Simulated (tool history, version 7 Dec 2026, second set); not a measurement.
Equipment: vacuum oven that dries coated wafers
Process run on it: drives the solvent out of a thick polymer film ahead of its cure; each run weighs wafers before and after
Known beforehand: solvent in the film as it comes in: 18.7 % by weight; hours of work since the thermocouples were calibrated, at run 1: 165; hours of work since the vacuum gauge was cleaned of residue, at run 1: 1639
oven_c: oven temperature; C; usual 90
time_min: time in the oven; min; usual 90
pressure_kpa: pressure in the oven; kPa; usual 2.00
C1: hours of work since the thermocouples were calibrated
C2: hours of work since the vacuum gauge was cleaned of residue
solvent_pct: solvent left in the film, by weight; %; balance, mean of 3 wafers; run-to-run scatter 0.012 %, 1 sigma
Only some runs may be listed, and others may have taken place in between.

Run 1, hour 0.0: usual settings; C1 165; C2 1639. Result: solvent_pct 2.70 %.
Run 2, hour 60.0: usual settings; C1 205; C2 1679. Result: solvent_pct 2.70 %.
Run 3, hour 130.9: usual settings; C1 252; C2 1726. Result: solvent_pct 2.69 %.
Run 4, hour 178.9: usual settings; C1 284; C2 1758. Result: solvent_pct 2.66 %.
At hour 218.5: vacuum gauge cleaned of residue and calibrated.
Run 5, hour 234.1: usual settings; C1 320; C2 10. Result: solvent_pct 2.58 %.
Run 6, hour 294.3: usual settings; C1 360; C2 50. Result: solvent_pct 2.57 %.
Run 7, hour 354.7: usual settings but oven_c 95 C; C1 400; C2 91. Result: solvent_pct 1.71 %.
Run 8, hour 401.2: usual settings but oven_c 93 C; C1 431; C2 122. Result: solvent_pct 2.01 %.
Run 9, hour 448.3: usual settings but oven_c 93 C; C1 462; C2 153. Result: solvent_pct 2.03 %.
Run 10, hour 496.4: usual settings but oven_c 93 C; C1 494; C2 185. Result: solvent_pct 2.02 %.
Run 11, hour 555.7: usual settings but oven_c 93 C; C1 534; C2 224. Result: solvent_pct 2.00 %.
Run 12, hour 608.7: usual settings but oven_c 93 C; C1 569; C2 260. Result: solvent_pct 2.02 %.
Run 13, hour 656.7: usual settings but pressure_kpa 1.24 kPa; C1 601; C2 292. Result: solvent_pct 2.37 %.
At hour 674.1: oven's thermocouples calibrated.
Run 14, hour 730.8: usual settings but pressure_kpa 1.24 kPa; C1 38; C2 339. Result: solvent_pct 2.57 %.
Run 15, hour 799.3: usual settings but pressure_kpa 1.24 kPa; C1 83; C2 385. Result: solvent_pct 2.54 %.
Run 16, hour 845.1: usual settings but oven_c 84 C, time_min 137 min, pressure_kpa 1.02 kPa; C1 114; C2 416. Result: solvent_pct 1.96 %.
Run 17, hour 877.2: usual settings but oven_c 84 C, time_min 137 min, pressure_kpa 1.02 kPa; C1 135; C2 437. Result: solvent_pct 1.97 %.
Run 18, hour 939.9: usual settings but oven_c 84 C, time_min 137 min, pressure_kpa 1.02 kPa; C1 177; C2 479. Result: solvent_pct 1.95 %.
Run 19, hour 976.5: usual settings but oven_c 98 C, time_min 161 min, pressure_kpa 1.02 kPa; C1 201; C2 503. Result: solvent_pct 0.34 %.
Run 20, hour 1009.7: usual settings but oven_c 98 C, time_min 83 min, pressure_kpa 1.02 kPa; C1 223; C2 525. Result: solvent_pct 1.48 %.
Run 21, hour 1041.1: usual settings but oven_c 98 C, time_min 83 min, pressure_kpa 1.02 kPa; C1 244; C2 546. Result: solvent_pct 1.47 %.
Run 22, hour 1095.7: usual settings but oven_c 83 C, time_min 84 min; C1 280; C2 582. Result: solvent_pct 4.63 %.
Run 23, hour 1125.0: usual settings but oven_c 83 C, time_min 84 min; C1 300; C2 602. Result: solvent_pct 4.62 %.
Run 24, hour 1186.5: usual settings but oven_c 93 C, pressure_kpa 1.46 kPa; C1 341; C2 643. Result: solvent_pct 2.03 %.
Run 25, hour 1220.6: usual settings but time_min 58 min; C1 364; C2 665. Result: solvent_pct 4.81 %.
Run 26, hour 1284.8: usual settings but oven_c 86 C, pressure_kpa 3.20 kPa; C1 406; C2 708. Result: solvent_pct 3.85 %.
Run 27, hour 1357.4: usual settings but oven_c 98 C, time_min 74 min, pressure_kpa 4.93 kPa; C1 455; C2 756. Result: solvent_pct 2.51 %.
Run 28, hour 1401.3: usual settings but oven_c 98 C, time_min 74 min, pressure_kpa 4.93 kPa; C1 484; C2 786. Result: solvent_pct 2.49 %.
Run 29, hour 1457.9: usual settings but pressure_kpa 2.56 kPa; C1 521; C2 823. Result: solvent_pct 2.81 %.

Alternative continuations, all from the tool just after run 29; predict every row:
Run A, hour 1493.6: usual settings but oven_c 91 C, pressure_kpa 1.15 kPa; C1 545; C2 847. Result: solvent_pct ?.
Run B, hour 1493.6: usual settings but oven_c 95 C; C1 545; C2 847. Result: solvent_pct ?.
Run C, hour 1493.6: usual settings but oven_c 80 C, pressure_kpa 2.56 kPa; C1 545; C2 847. Result: solvent_pct ?.

run  solvent_pct
  A         2.29
  B         1.79
  C         5.18
Stripped of hidden state, with their random variation kept, the same runs would have yielded:
run  solvent_pct
  A         2.27
  B         1.78
  C         5.17

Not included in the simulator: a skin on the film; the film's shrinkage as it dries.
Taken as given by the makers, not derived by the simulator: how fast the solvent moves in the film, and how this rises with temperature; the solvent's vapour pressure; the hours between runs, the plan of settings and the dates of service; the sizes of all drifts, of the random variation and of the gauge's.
